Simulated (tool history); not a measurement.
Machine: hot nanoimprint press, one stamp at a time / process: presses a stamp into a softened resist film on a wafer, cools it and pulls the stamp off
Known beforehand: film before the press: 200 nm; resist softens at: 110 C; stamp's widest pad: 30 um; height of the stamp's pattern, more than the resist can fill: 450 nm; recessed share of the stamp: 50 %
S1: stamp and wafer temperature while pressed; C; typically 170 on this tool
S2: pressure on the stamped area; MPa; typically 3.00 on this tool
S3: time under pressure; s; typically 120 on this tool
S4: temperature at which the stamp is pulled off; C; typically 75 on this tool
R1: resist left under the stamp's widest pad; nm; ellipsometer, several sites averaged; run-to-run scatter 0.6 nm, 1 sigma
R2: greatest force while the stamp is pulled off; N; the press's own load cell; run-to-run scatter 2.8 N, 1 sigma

run 1 day=0.000 | S1=170 S2=3.00 S3=120 S4=75 | R1=104.1 R2=163
run 2 day=0.575 | S1=170 S2=3.34 S3=120 S4=75 | R1=97.8 R2=164
run 3 day=1.325 | S1=170 S2=3.34 S3=120 S4=75 | R1=97.8 R2=163
run 4 day=1.754 | S1=170 S2=3.34 S3=120 S4=75 | R1=97.3 R2=166
run 5 day=2.150 | S1=170 S2=2.58 S3=120 S4=75 | R1=110.7 R2=164
run 6 day=2.908 | S1=170 S2=3.00 S3=120 S4=75 | R1=103.6 R2=167
run 7 day=3.525 | S1=170 S2=3.22 S3=120 S4=75 | R1=99.2 R2=163
run 8 day=4.367 | S1=170 S2=3.00 S3=120 S4=75 | R1=102.8 R2=172
run 9 day=5.083 | S1=170 S2=3.00 S3=120 S4=75 | R1=102.5 R2=165
run 10 day=5.588 | S1=170 S2=3.00 S3=120 S4=75 | R1=103.4 R2=173
run 11 day=6.183 | S1=170 S2=3.00 S3=120 S4=75 | R1=101.9 R2=175
run 12 day=6.679 | S1=170 S2=3.00 S3=65 S4=75 | R1=122.0 R2=167
run 13 day=7.117 | S1=173 S2=3.00 S3=65 S4=75 | R1=110.1 R2=179
-- day=7.312 plate thermocouple calibrated
run 14 day=7.854 | S1=173 S2=3.00 S3=65 S4=75 | R1=108.0 R2=175
run 15 day=8.783 | S1=170 S2=3.00 S3=120 S4=75 | R1=100.4 R2=179
run 16 day=9.162 | S1=159 S2=3.00 S3=139 S4=75 | R1=146.3 R2=172
run 17 day=9.975 | S1=159 S2=2.09 S3=120 S4=74 | R1=165.9 R2=175
run 18 day=10.438 | S1=159 S2=2.30 S3=120 S4=64 | R1=164.7 R2=199
-- day=11.238 plate thermocouple calibrated, once more
run 19 day=11.479 | S1=179 S2=3.30 S3=68 S4=72 | R1=84.6 R2=186
-- day=12.062 stamp cleaned and given a new release coat
run 20 day=12.121 | S1=182 S2=1.81 S3=86 S4=83 | R1=97.7 R2=141
run 21 day=12.742 | S1=178 S2=3.00 S3=120 S4=75 | R1=77.6 R2=151
run 22 day=13.242 | S1=178 S2=2.00 S3=100 S4=72 | R1=102.2 R2=155
run 23 day=14.117 | S1=178 S2=2.00 S3=100 S4=72 | R1=102.6 R2=158
run 24 day=14.717 | S1=178 S2=2.00 S3=100 S4=72 | R1=102.4 R2=155
run 25 day=15.292 | S1=169 S2=3.00 S3=120 S4=68 | R1=111.6 R2=168
run 26 day=15.733 | S1=179 S2=2.15 S3=120 S4=75 | R1=88.5 R2=159
run 27 day=16.562 | S1=165 S2=4.66 S3=120 S4=75 | R1=106.4 R2=159
run 28 day=17.112 | S1=172 S2=2.72 S3=120 S4=75 | R1=104.1 R2=158
run 29 day=17.688 | S1=172 S2=2.72 S3=120 S4=75 | R1=103.7 R2=155

Predict each of these 3 candidate next runs independently; none follows another, all start after run 29:
run A day=18.312 | S1=175 S2=3.00 S3=189 S4=64 | R1=? R2=?
run B day=18.312 | S1=173 S2=2.72 S3=68 S4=76 | R1=? R2=?
run C day=18.312 | S1=173 S2=2.18 S3=76 S4=75 | R1=? R2=?

run=A R1=73.7 R2=174
run=B R1=117.6 R2=160
run=C R1=126.4 R2=159
Without the tool's hidden state the same runs would have given:
run=A R1=74.4 R2=162
run=B R1=118.6 R2=149
run=C R1=127.4 R2=148
